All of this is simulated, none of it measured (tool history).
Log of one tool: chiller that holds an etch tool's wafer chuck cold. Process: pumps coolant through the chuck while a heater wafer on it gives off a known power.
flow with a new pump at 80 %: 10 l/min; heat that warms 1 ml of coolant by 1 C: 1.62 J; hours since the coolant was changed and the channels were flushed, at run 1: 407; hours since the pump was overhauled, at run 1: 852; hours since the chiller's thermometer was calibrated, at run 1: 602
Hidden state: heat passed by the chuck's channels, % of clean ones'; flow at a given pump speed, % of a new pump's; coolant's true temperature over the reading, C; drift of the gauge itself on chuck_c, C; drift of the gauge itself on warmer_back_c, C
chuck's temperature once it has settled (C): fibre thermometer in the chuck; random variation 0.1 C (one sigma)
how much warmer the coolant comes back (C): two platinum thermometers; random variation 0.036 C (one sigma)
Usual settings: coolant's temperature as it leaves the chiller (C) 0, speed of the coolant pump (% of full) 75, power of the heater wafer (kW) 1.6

run,day,coolant's temperature as it leaves the chiller (C),speed of the coolant pump (% of full),power of the heater wafer (kW),hours since the coolant was changed and the channels were flushed,hours since the pump was overhauled,hours since the chiller's thermometer was calibrated,chuck's temperature once it has settled (C),how much warmer the coolant comes back (C)
1,0,0,75,1.6,407,852,602,18.1,6.54
2,4.133,0,75,1.6,507,951,701,18.5,6.45
3,6.675,-7,75,1.6,568,1012,762,11.4,6.51
4,8.446,-7,75,1.6,610,1054,804,11.4,6.52
5,11.204,0,85,1.6,676,1121,870,17,5.66
6,14.892,0,85,1.6,765,1209,959,17.1,5.67
7,17.925,0,85,1.6,838,1282,1032,17.1,5.64
8,21.488,7,75,1.6,923,1367,1117,25.7,6.51
9,23.492,7,75,1.6,971,1416,1165,25.8,6.53
10,26.792,7,75,1.6,1051,1495,1245,26,6.52
11,29.854,7,75,1.6,1124,1568,1318,26,6.57
12,34.004,7,75,1.6,1224,1668,1418,26,6.53
13,37.846,7,75,1.6,1316,1760,1510,26.1,6.54
14,40.612,7,75,1.6,1382,1826,1576,26.2,6.6
15,42.95,-3,80,1.104,1438,1883,1632,9.5,4.17
16,46.221,-3,80,1.104,1517,1961,1711,9.7,4.2
17,49.875,9,80,1.104,1604,2049,1799,21.8,4.23
18,52.254,9,80,1.104,1662,2106,1856,21.8,4.19
19,54.996,9,80,1.83,1727,2172,1922,30.4,7.08
20,56.829,9,86,2.315,1771,2216,1965,34.3,8.25
21,60.533,4,74,1.6,1860,2305,2054,23.8,6.64
22,64.179,4,74,1.6,1948,2392,2142,23.8,6.7
23,66.112,-3,96,1.6,1994,2438,2188,13.7,4.98
24,67.971,-5,75,1.39,2039,2483,2233,12,5.77
25,71.671,4,75,1.6,2128,2572,2322,23.7,6.58
26,75.504,4,75,1.6,2220,2664,2414,23.7,6.66

Forecast each of these 3 alternatives for the next run:
A,78.821,3,75,1.846,2299,2743,2493,?,?
B,78.821,-1,75,1.818,2299,2743,2493,?,?
C,78.821,0,60,1.637,2299,2743,2493,?,?

run,chuck's temperature once it has settled (C),how much warmer the coolant comes back (C)
A,25.9,7.72
B,21.7,7.55
C,23.7,8.63
Without the tool's hidden state the same runs would have given:
run,chuck's temperature once it has settled (C),how much warmer the coolant comes back (C)
A,23.5,7.39
B,19.3,7.22
C,21.2,8.25
